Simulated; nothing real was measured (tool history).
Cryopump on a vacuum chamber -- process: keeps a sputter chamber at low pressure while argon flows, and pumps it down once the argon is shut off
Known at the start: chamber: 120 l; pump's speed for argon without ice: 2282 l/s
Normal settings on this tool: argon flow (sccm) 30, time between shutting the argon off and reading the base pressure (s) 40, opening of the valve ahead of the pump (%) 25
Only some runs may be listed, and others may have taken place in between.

run     day  argon flow (sccm)  time between shutting the argon off and reading the base pressure (s)  opening of the valve ahead of the pump (%)  pressure while argon flows (Pa)  pressure after the wait (uPa)
  1       0                 30                                                                     40                                          25                           0.0917                            1.2
  2   1.533                 30                                                                     40                                          25                           0.0924                           1.21
  3   3.438                 30                                                                     40                                          25                           0.0922                           1.19
      6.121  -- pump warmed up, emptied and cooled again
  4   6.292                 30                                                                     40                                          25                           0.0897                            1.2
  5   7.721                 30                                                                     40                                          25                           0.0897                           1.23
  6  10.592                 30                                                                     40                                          25                           0.0882                           1.26
  7  12.208                 30                                                                     40                                          25                           0.0895                           1.23
  8   14.15                 30                                                                     40                                          25                           0.0899                           1.29
  9  16.212                 27                                                                     40                                          25                           0.0819                           1.35
 10  17.512                 27                                                                     40                                          25                           0.0805                           1.31
 11  20.271                 29                                                                     33                                          25                           0.0881                            1.5
 12  22.925                 30                                                                     48                                          25                           0.0906                           1.22
 13  24.962                 30                                                                     48                                          25                           0.0918                           1.31

Alternative continuations, all from the tool just after run 13; predict every row:
  A  27.062                 21                                                                     51                                          25                                ?                              ?
  B  27.062                 39                                                                     77                                          28                                ?                              ?
  C  27.062                 30                                                                     48                                          43                                ?                              ?
  D  27.062                 30                                                                     48                                          49                                ?                              ?
  E  27.062                 26                                                                     53                                          25                                ?                              ?

run  pressure while argon flows (Pa)  pressure after the wait (uPa)
  A                           0.0639                           1.26
  B                           0.1051                           1.08
  C                           0.0542                           1.29
  D                            0.048                            1.3
  E                           0.0784                           1.25
With no hidden state in the tool, these same runs would have given:
run  pressure while argon flows (Pa)  pressure after the wait (uPa)
  A                           0.0623                           0.68
  B                           0.1022                            0.5
  C                           0.0519                           0.69
  D                           0.0457                            0.7
  E                           0.0764                           0.66

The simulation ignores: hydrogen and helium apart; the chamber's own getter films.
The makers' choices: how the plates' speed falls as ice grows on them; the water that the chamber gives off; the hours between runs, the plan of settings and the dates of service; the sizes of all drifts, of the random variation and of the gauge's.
